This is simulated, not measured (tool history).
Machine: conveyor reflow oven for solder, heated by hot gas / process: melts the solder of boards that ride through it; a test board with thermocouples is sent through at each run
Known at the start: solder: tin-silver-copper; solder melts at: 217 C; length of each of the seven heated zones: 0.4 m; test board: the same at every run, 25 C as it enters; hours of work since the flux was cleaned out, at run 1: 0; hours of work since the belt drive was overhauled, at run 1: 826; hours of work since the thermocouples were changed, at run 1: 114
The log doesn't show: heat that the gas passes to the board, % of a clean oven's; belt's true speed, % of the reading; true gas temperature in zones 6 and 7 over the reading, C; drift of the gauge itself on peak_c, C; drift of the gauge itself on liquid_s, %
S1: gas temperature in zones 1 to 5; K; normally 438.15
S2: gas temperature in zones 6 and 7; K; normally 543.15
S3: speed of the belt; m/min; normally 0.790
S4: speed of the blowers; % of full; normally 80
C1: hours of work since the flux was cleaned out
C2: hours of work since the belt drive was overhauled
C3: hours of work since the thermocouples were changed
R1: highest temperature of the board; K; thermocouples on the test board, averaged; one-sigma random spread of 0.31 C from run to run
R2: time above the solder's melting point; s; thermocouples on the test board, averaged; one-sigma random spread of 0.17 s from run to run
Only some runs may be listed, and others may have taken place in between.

run    hour      S1      S2     S3  S4   C1   C2   C3      R1    R2
  1     0.0  438.15  543.15  0.790  80    0  826  114  529.95  47.9
  2    68.9  438.15  554.15  0.790  80   50  875  164  540.65  52.1
  3   106.5  438.15  554.15  0.790  80   77  902  191  539.85  52.3
      156.7  -- belt drive overhauled, speed set with a stopwatch
  4   175.4  431.15  554.15  0.790  80  123   13  237  538.75  48.4
  5   231.7  431.15  554.15  0.790  80  164   54  278  538.35  48.2
  6   302.8  431.15  554.15  0.790  80  215  105  329  537.65  48.0
  7   346.1  438.15  543.15  0.790  80  246  136  360  528.55  45.3
  8   403.8  438.15  543.15  0.790  80  288  178  402  528.15  45.8
      453.0  -- flux residue cleaned out of gas plates and filters
  9   460.8  438.15  543.15  0.871  80    6  215  439  523.85  38.3
 10   511.2  438.15  543.15  0.871  80   42  251  475  523.95  38.3
      572.0  -- thermocouples of zones 6 and 7 changed
 11   575.9  441.15  543.15  0.790  80   87  296    3  527.55  45.9
 12   610.8  441.15  543.15  0.790  80  112  322   28  528.05  45.7
      683.1  -- flux residue cleaned out of gas plates and filters, once more
 13   687.9  438.15  543.15  0.790  80    3  373   80  530.45  47.0
 14   727.1  438.15  543.15  0.790  80   32  402  108  529.55  46.8
 15   779.1  438.15  543.15  0.790  80   69  439  145  529.95  46.6
 16   819.2  438.15  545.15  0.913  64   98  468  174  520.95  34.2
 17   888.9  438.15  545.15  0.755  64  148  518  224  528.65  47.6
 18   938.1  447.15  557.15  0.850  71  183  553  260  538.05  48.7
 19   969.2  447.15  557.15  0.850  71  206  576  282  537.85  48.6
 20  1013.0  447.15  557.15  0.850  71  237  607  314  537.15  48.5
 21  1071.1  447.15  557.15  0.850  71  279  649  355  537.35  48.5
     1133.7  -- flux residue cleaned out of gas plates and filters
 22  1133.7  447.15  532.15  0.790  80    0  690  397  520.75  44.7
 23  1175.3  447.15  532.15  0.790  64   30  720  427  516.85  40.8
 24  1233.0  425.15  548.15  0.790  64   71  762  468  527.05  41.6
 25  1290.1  425.15  548.15  0.822  64  112  803  509  525.45  38.9
     1305.4  -- thermocouples of zones 6 and 7 changed
 26  1347.5  425.15  548.15  0.733  83  152  843   30  535.45  51.5
 27  1387.0  425.15  548.15  0.733  83  181  871   59  536.05  51.2
 28  1457.0  438.15  543.15  0.632  68  231  922  109  532.35  62.0
     1479.0  -- belt drive overhauled, speed set with a stopwatch
 29  1530.3  438.15  543.15  0.632  68  281   37  159  532.45  59.9

For some of the steps in R1 from one run to the next: how much would appear even if the tool had no hidden state, given the settings, what came in and random variation, and how much remains for the hidden state plus any gauge scatter that the measured result and the result without hidden state don't share?
Run 1 -> 2: S2 543.15 -> 554.15. R1 +10.70 K: hidden state -0.30, all else +11.00.
Run 8 -> 9: S3 0.790 -> 0.871, flux residue cleaned out of gas plates and filters. R1 -4.30 K: hidden state -1.30, all else -3.00.
Run 12 -> 13: S1 441.15 -> 438.15, flux residue cleaned out of gas plates and filters, once more. R1 +2.40 K: hidden state +3.00, all else -0.60.
Run 21 -> 22: S2 557.15 -> 532.15, S3 0.850 -> 0.790, S4 71 -> 80, flux residue cleaned out of gas plates and filters. R1 -16.60 K: hidden state +1.00, all else -17.60.

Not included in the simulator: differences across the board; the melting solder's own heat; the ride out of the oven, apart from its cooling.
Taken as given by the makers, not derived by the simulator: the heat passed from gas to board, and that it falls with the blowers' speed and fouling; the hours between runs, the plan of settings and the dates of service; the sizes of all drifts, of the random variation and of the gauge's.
